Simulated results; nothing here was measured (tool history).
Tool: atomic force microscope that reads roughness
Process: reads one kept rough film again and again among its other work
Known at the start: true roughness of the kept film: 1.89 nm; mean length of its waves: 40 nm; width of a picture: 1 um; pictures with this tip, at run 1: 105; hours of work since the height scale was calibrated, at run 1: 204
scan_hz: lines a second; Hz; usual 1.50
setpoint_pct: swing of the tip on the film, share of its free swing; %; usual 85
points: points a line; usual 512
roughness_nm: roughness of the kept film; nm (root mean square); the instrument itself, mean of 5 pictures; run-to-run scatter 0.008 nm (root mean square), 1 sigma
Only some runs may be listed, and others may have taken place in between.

run,day,scan_hz,setpoint_pct,points,pictures with this tip,hours of work since the height scale was calibrated,roughness_nm
1,0.000,1.50,85,512,105,204,1.649
2,0.804,1.50,85,859,122,213,1.654
3,1.675,1.50,85,859,140,223,1.626
4,2.654,1.90,85,512,160,234,1.574
# day 3.079: new tip fitted
5,3.133,1.07,85,512,1,239,1.762
6,3.821,1.07,85,689,16,246,1.748
7,4.800,1.50,85,512,36,257,1.713
8,5.692,1.50,85,900,54,267,1.697
9,6.608,1.50,85,512,73,278,1.679
10,7.458,1.50,85,861,91,287,1.669
11,8.158,0.99,83,576,106,295,1.686
12,8.708,0.97,84,369,117,301,1.669
13,9.388,1.50,56,415,131,309,1.705
14,10.296,1.40,56,415,150,319,1.671
15,11.062,0.80,66,431,166,328,1.668
# day 11.233: new tip fitted
16,11.562,2.55,63,431,7,333,1.773
17,12.371,2.55,63,431,23,342,1.750
18,13.288,0.60,63,305,42,352,1.763
19,13.696,0.60,63,305,51,357,1.769
20,14.367,0.60,85,775,65,365,1.759

3 ways to go on from here, each from the tool as it stands after run 20. What would each give?
A,14.788,0.60,85,634,74,369,?
B,14.788,0.60,85,778,74,369,?
C,14.788,1.35,85,913,74,369,?

run,roughness_nm
A,1.741
B,1.728
C,1.677
What these runs would have given with no unlogged condition in the tool:
run,roughness_nm
A,1.812
B,1.799
C,1.745
